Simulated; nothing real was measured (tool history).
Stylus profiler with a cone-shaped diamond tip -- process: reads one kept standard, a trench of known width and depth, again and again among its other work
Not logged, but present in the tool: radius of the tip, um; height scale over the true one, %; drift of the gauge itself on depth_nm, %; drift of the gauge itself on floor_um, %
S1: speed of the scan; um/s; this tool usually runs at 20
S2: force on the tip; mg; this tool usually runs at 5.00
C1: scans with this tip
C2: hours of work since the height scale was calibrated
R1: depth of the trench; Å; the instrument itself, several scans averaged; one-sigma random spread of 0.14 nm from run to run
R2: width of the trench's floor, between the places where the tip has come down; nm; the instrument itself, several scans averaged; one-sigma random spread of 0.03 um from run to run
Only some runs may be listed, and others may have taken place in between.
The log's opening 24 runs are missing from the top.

{"run": 25, "hour": 449.3, "S1": 19, "S2": 10.1, "C1": 2843, "C2": 593, "R1": 5174.9, "R2": 25610}
{"run": 26, "hour": 465.0, "S1": 17, "S2": 6.0, "C1": 2876, "C2": 600, "R1": 5121.9, "R2": 25600}
{"run": 27, "hour": 479.7, "S1": 7, "S2": 5.93, "C1": 2907, "C2": 607, "R1": 5123.7, "R2": 25630}
{"run": 28, "hour": 503.8, "S1": 20, "S2": 6.16, "C1": 2958, "C2": 617, "R1": 5125.1, "R2": 25570}
{"run": 29, "hour": 519.4, "S1": 20, "S2": 6.16, "C1": 2992, "C2": 624, "R1": 5122.6, "R2": 25610}
{"run": 30, "hour": 533.9, "S1": 49, "S2": 12.03, "C1": 3022, "C2": 631, "R1": 5195.0, "R2": 25530}
{"run": 31, "hour": 554.2, "S1": 56, "S2": 12.03, "C1": 3066, "C2": 640, "R1": 5195.6, "R2": 25500}
{"run": 32, "hour": 573.3, "S1": 35, "S2": 3.96, "C1": 3106, "C2": 648, "R1": 5093.3, "R2": 25550}
{"run": 33, "hour": 585.8, "S1": 35, "S2": 3.96, "C1": 3133, "C2": 654, "R1": 5091.9, "R2": 25530}
{"run": 34, "hour": 602.1, "S1": 6, "S2": 6.53, "C1": 3167, "C2": 661, "R1": 5129.1, "R2": 25680}
{"run": 35, "hour": 619.2, "S1": 10, "S2": 2.4, "C1": 3204, "C2": 669, "R1": 5065.5, "R2": 25620}
{"run": 36, "hour": 632.6, "S1": 11, "S2": 5.0, "C1": 3232, "C2": 675, "R1": 5108.1, "R2": 25620}
{"run": 37, "hour": 655.9, "S1": 20, "S2": 6.28, "C1": 3282, "C2": 685, "R1": 5128.0, "R2": 25580}
{"run": 38, "hour": 675.0, "S1": 20, "S2": 6.28, "C1": 3322, "C2": 693, "R1": 5124.8, "R2": 25540}
{"run": 39, "hour": 690.5, "S1": 20, "S2": 6.28, "C1": 3355, "C2": 700, "R1": 5127.2, "R2": 25670}
{"run": 40, "hour": 704.7, "S1": 15, "S2": 2.06, "C1": 3385, "C2": 706, "R1": 5060.0, "R2": 25600}
{"run": 41, "hour": 717.6, "S1": 15, "S2": 2.06, "C1": 3413, "C2": 712, "R1": 5060.3, "R2": 25590}
{"run": 42, "hour": 737.4, "S1": 8, "S2": 10.26, "C1": 3455, "C2": 721, "R1": 5176.4, "R2": 25620}
{"run": 43, "hour": 747.5, "S1": 28, "S2": 2.38, "C1": 3476, "C2": 725, "R1": 5066.1, "R2": 25530}
{"run": 44, "hour": 763.3, "S1": 28, "S2": 2.38, "C1": 3510, "C2": 732, "R1": 5067.1, "R2": 25470}
{"run": 45, "hour": 784.0, "S1": 69, "S2": 2.2, "C1": 3554, "C2": 742, "R1": 5065.2, "R2": 25430}

Consider 3 possible next runs. They are alternatives, not a sequence: every one starts from the tool as it was left by run 45. What does each give?
{"run": "A", "hour": 804.5, "S1": 11, "S2": 14.62, "C1": 3597, "C2": 751, "R1": "?", "R2": "?"}
{"run": "B", "hour": 804.5, "S1": 6, "S2": 3.47, "C1": 3597, "C2": 751, "R1": "?", "R2": "?"}
{"run": "C", "hour": 804.5, "S1": 56, "S2": 1.71, "C1": 3597, "C2": 751, "R1": "?", "R2": "?"}

run=A R1=5223.4 R2=25690
run=B R1=5085.8 R2=25580
run=C R1=5052.8 R2=25430
Stripped of hidden state, with their random variation kept, the same runs would have yielded:
run=A R1=5223.3 R2=25690
run=B R1=5085.7 R2=25580
run=C R1=5052.7 R2=25430
